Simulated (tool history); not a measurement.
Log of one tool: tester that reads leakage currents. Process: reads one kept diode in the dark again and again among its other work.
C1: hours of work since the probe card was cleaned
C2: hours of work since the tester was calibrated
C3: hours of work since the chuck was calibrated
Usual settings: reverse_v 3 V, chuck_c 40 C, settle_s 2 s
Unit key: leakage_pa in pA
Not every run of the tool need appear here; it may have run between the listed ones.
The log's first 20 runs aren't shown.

Run 21, hour 1127.5: usual settings but reverse_v 17.86 V, chuck_c 55 C, settle_s 6.05 s; C1 1288; C2 1866; C3 768. Result: leakage_pa 3613.55 pA.
Run 22, hour 1164.5: usual settings but reverse_v 17.86 V, chuck_c 55 C, settle_s 6.05 s; C1 1314; C2 1892; C3 793. Result: leakage_pa 3626.6 pA.
Run 23, hour 1231.9: usual settings but settle_s 0.63 s; C1 1361; C2 1939; C3 840. Result: leakage_pa 594.52 pA.
Run 24, hour 1262.9: usual settings but reverse_v 7.45 V; C1 1382; C2 1960; C3 862. Result: leakage_pa 816.73 pA.
Run 25, hour 1300.6: usual settings but reverse_v 7.45 V; C1 1409; C2 1987; C3 888. Result: leakage_pa 816.85 pA.
Run 26, hour 1367.6: usual settings but reverse_v 1.16 V, chuck_c 54 C, settle_s 1.88 s; C1 1455; C2 2033; C3 935. Result: leakage_pa 1311.63 pA.
Run 27, hour 1414.9: usual settings but reverse_v 1.16 V, chuck_c 54 C, settle_s 1.88 s; C1 1488; C2 2066; C3 968. Result: leakage_pa 1305.79 pA.
Run 28, hour 1476.6: usual settings but reverse_v 3.66 V, chuck_c 21 C, settle_s 2.39 s; C1 1531; C2 2109; C3 1011. Result: leakage_pa 118.16 pA.
Run 29, hour 1511.5: usual settings but reverse_v 3.37 V, chuck_c 28 C, settle_s 2.68 s; C1 1555; C2 2134; C3 1035. Result: leakage_pa 220.12 pA.
Run 30, hour 1575.7: usual settings but reverse_v 3.37 V, chuck_c 28 C, settle_s 2.68 s; C1 1600; C2 2178; C3 1080. Result: leakage_pa 218.5 pA.
Run 31, hour 1611.8: usual settings but chuck_c 26 C, settle_s 1.83 s; C1 1625; C2 2203; C3 1105. Result: leakage_pa 174.8 pA.
Run 32, hour 1676.2: usual settings but chuck_c 25 C, settle_s 1.17 s; C1 1670; C2 2248; C3 1150. Result: leakage_pa 160.67 pA.
Run 33, hour 1708.1: usual settings but chuck_c 25 C, settle_s 1.17 s; C1 1692; C2 2271; C3 1172. Result: leakage_pa 160.17 pA.
Run 34, hour 1750: usual settings but chuck_c 25 C, settle_s 1.17 s; C1 1722; C2 2300; C3 1201. Result: leakage_pa 160.11 pA.
Run 35, hour 1811.2: usual settings but reverse_v 11.4 V, chuck_c 25 C, settle_s 1.71 s; C1 1764; C2 2342; C3 1244. Result: leakage_pa 255.23 pA.
Run 36, hour 1847.3: usual settings but reverse_v 11.4 V, chuck_c 25 C, settle_s 1.71 s; C1 1789; C2 2367; C3 1269. Result: leakage_pa 255.26 pA.
Run 37, hour 1923.5: usual settings but reverse_v 11.4 V, chuck_c 25 C, settle_s 1.71 s; C1 1842; C2 2421; C3 1322. Result: leakage_pa 255.54 pA.
Run 38, hour 1996.1: usual settings but reverse_v 4.17 V, chuck_c 41 C, settle_s 1.71 s; C1 1893; C2 2471; C3 1373. Result: leakage_pa 716.55 pA.
Run 39, hour 2046.1: usual settings but reverse_v 4.17 V, chuck_c 25 C, settle_s 1.71 s; C1 1928; C2 2506; C3 1408. Result: leakage_pa 178.33 pA.

Here are 3 independent what-if runs from the current tool condition. What would each one return?
Run A, hour 2119.9: usual settings but reverse_v 4.17 V, chuck_c 22 C, settle_s 1.2 s; C1 1979; C2 2557; C3 1459. Result: leakage_pa ?.
Run B, hour 2119.9: usual settings but reverse_v 15.07 V, chuck_c 34 C; C1 1979; C2 2557; C3 1459. Result: leakage_pa ?.
Run C, hour 2119.9: usual settings but reverse_v 10.32 V, chuck_c 46 C, settle_s 0.89 s; C1 1979; C2 2557; C3 1459. Result: leakage_pa ?.

run  leakage_pa
  A      135.41
  B       619.3
  C      1467.5
Take away the tool's hidden state, keep each run's random variation, and the runs would have read:
run  leakage_pa
  A      137.76
  B      629.82
  C     1498.11
